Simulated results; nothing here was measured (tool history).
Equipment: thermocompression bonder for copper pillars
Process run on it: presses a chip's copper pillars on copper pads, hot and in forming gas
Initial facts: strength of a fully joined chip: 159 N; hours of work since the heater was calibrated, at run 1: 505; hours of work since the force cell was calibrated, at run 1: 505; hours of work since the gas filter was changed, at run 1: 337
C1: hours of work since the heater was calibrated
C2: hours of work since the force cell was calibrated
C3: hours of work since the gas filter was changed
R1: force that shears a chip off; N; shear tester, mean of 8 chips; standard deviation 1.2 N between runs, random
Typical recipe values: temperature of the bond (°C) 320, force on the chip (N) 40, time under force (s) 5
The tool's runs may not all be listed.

Run 1, hour 0: usual settings; C1 505; C2 505; C3 337. Result: R1 109.3 N.
Run 2, hour 81.7: usual settings; C1 557; C2 557; C3 388. Result: R1 108.7 N.
At hour 92.1: forming gas filter changed.
Run 3, hour 160.6: usual settings; C1 606; C2 606; C3 43. Result: R1 108.9 N.
Run 4, hour 240.8: usual settings but temperature of the bond (°C) 319; C1 657; C2 657; C3 94. Result: R1 108.9 N.
Run 5, hour 299: usual settings but temperature of the bond (°C) 319; C1 693; C2 693; C3 130. Result: R1 108.7 N.
Run 6, hour 333.9: usual settings but force on the chip (N) 59; C1 715; C2 715; C3 152. Result: R1 135.2 N.
Run 7, hour 386.4: usual settings but force on the chip (N) 59; C1 748; C2 748; C3 186. Result: R1 135 N.
Run 8, hour 452.4: usual settings but force on the chip (N) 59; C1 790; C2 790; C3 227. Result: R1 133.4 N.
Run 9, hour 488.1: usual settings but force on the chip (N) 24; C1 812; C2 812; C3 250. Result: R1 73.4 N.
Run 10, hour 568.1: usual settings but temperature of the bond (°C) 334; C1 863; C2 863; C3 300. Result: R1 116.2 N.
Run 11, hour 632: usual settings but temperature of the bond (°C) 334; C1 903; C2 903; C3 340. Result: R1 118.1 N.
Run 12, hour 711.1: usual settings; C1 953; C2 953; C3 390. Result: R1 106.8 N.
At hour 719.3: forming gas filter changed.
Run 13, hour 789.5: usual settings but force on the chip (N) 47; C1 1002; C2 1002; C3 44. Result: R1 120.2 N.
Run 14, hour 854.2: usual settings but force on the chip (N) 46; C1 1043; C2 1043; C3 85. Result: R1 116.6 N.
Run 15, hour 912.5: usual settings but temperature of the bond (°C) 305; C1 1080; C2 1080; C3 122. Result: R1 99.4 N.
Run 16, hour 979.6: usual settings but temperature of the bond (°C) 305; C1 1122; C2 1122; C3 164. Result: R1 98.3 N.
Run 17, hour 1023.4: usual settings but temperature of the bond (°C) 305, force on the chip (N) 38; C1 1150; C2 1150; C3 192. Result: R1 95.7 N.
Run 18, hour 1074: usual settings but temperature of the bond (°C) 305, force on the chip (N) 38; C1 1181; C2 1181; C3 224. Result: R1 92.2 N.
Run 19, hour 1116.1: usual settings but temperature of the bond (°C) 305, force on the chip (N) 38; C1 1208; C2 1208; C3 250. Result: R1 95.2 N.
Run 20, hour 1160.6: usual settings but temperature of the bond (°C) 305, force on the chip (N) 38; C1 1236; C2 1236; C3 278. Result: R1 95.7 N.
Run 21, hour 1238.5: usual settings but temperature of the bond (°C) 305, force on the chip (N) 38; C1 1285; C2 1285; C3 327. Result: R1 97.1 N.
Run 22, hour 1312.2: usual settings but temperature of the bond (°C) 305, force on the chip (N) 38; C1 1332; C2 1332; C3 374. Result: R1 95 N.
At hour 1347: forming gas filter changed.
Run 23, hour 1366.5: usual settings but temperature of the bond (°C) 311, force on the chip (N) 48; C1 1365; C2 1365; C3 12. Result: R1 115.5 N.
Run 24, hour 1408: usual settings but temperature of the bond (°C) 301, force on the chip (N) 41, time under force (s) 3; C1 1392; C2 1392; C3 38. Result: R1 83.8 N.
Run 25, hour 1471.2: usual settings but temperature of the bond (°C) 301, force on the chip (N) 41, time under force (s) 3; C1 1431; C2 1431; C3 78. Result: R1 83.1 N.
At hour 1502.7: force cell calibrated.
At hour 1508.2: heater calibrated with a thermocouple chip.
Run 26, hour 1542.2: usual settings but time under force (s) 8; C1 21; C2 24; C3 121. Result: R1 123.7 N.
Run 27, hour 1623.6: usual settings but temperature of the bond (°C) 345, force on the chip (N) 58, time under force (s) 3; C1 73; C2 75; C3 172. Result: R1 132.2 N.
Run 28, hour 1690.7: usual settings but temperature of the bond (°C) 307, force on the chip (N) 35, time under force (s) 4; C1 115; C2 117; C3 214. Result: R1 85.7 N.
Run 29, hour 1727.8: usual settings but temperature of the bond (°C) 307, force on the chip (N) 35, time under force (s) 4; C1 138; C2 141; C3 238. Result: R1 85.1 N.
Run 30, hour 1783.4: usual settings but temperature of the bond (°C) 318, time under force (s) 4; C1 173; C2 176; C3 273. Result: R1 102 N.
Run 31, hour 1817.3: usual settings but temperature of the bond (°C) 332, time under force (s) 7; C1 195; C2 197; C3 294. Result: R1 125.4 N.
Run 32, hour 1852.4: usual settings but temperature of the bond (°C) 344, force on the chip (N) 30, time under force (s) 10; C1 217; C2 219; C3 316. Result: R1 126.3 N.
Run 33, hour 1888.9: usual settings but force on the chip (N) 28, time under force (s) 4; C1 240; C2 242; C3 339. Result: R1 77.8 N.
Run 34, hour 1923.6: usual settings but temperature of the bond (°C) 343, force on the chip (N) 41, time under force (s) 4; C1 262; C2 264; C3 361. Result: R1 118.6 N.
Run 35, hour 1967.6: usual settings but temperature of the bond (°C) 303, force on the chip (N) 37, time under force (s) 3; C1 290; C2 292; C3 389. Result: R1 78.6 N.
At hour 1974: forming gas filter changed.
Run 36, hour 2043.3: usual settings but temperature of the bond (°C) 317, force on the chip (N) 26; C1 337; C2 339; C3 44. Result: R1 78.4 N.
Run 37, hour 2098.2: usual settings but temperature of the bond (°C) 317, force on the chip (N) 26; C1 372; C2 374; C3 78. Result: R1 76 N.
Run 38, hour 2148.1: usual settings but temperature of the bond (°C) 311, time under force (s) 6; C1 403; C2 405; C3 110. Result: R1 109.6 N.
Run 39, hour 2187.2: usual settings but temperature of the bond (°C) 324, force on the chip (N) 42, time under force (s) 6; C1 428; C2 430; C3 134. Result: R1 121.5 N.

Entry by entry between the runs, the difference in hidden state between the last listed run before and the first listed run after:
After run 2, before run 3: forming gas filter changed (hour 92.1)
  oxide that the forming gas leaves, % of the face: 0.95 -> 0.55
After run 12, before run 13: forming gas filter changed (hour 719.3)
  true temperature of the bond over the reading, C: -0.3 -> -0.4; oxide that the forming gas leaves, % of the face: 0.95 -> 0.55
After run 22, before run 23: forming gas filter changed (hour 1347)
  oxide that the forming gas leaves, % of the face: 0.94 -> 0.52
After run 25, before run 26: force cell calibrated (hour 1502.7); heater calibrated with a thermocouple chip (hour 1508.2)
  true temperature of the bond over the reading, C: -0.5 -> 0; force that reaches the chip, % of what is set: 99.8 -> 100; oxide that the forming gas leaves, % of the face: 0.6 -> 0.65
After run 35, before run 36: forming gas filter changed (hour 1974)
  true temperature of the bond over the reading, C: -0.1 -> -0.2; oxide that the forming gas leaves, % of the face: 0.97 -> 0.56
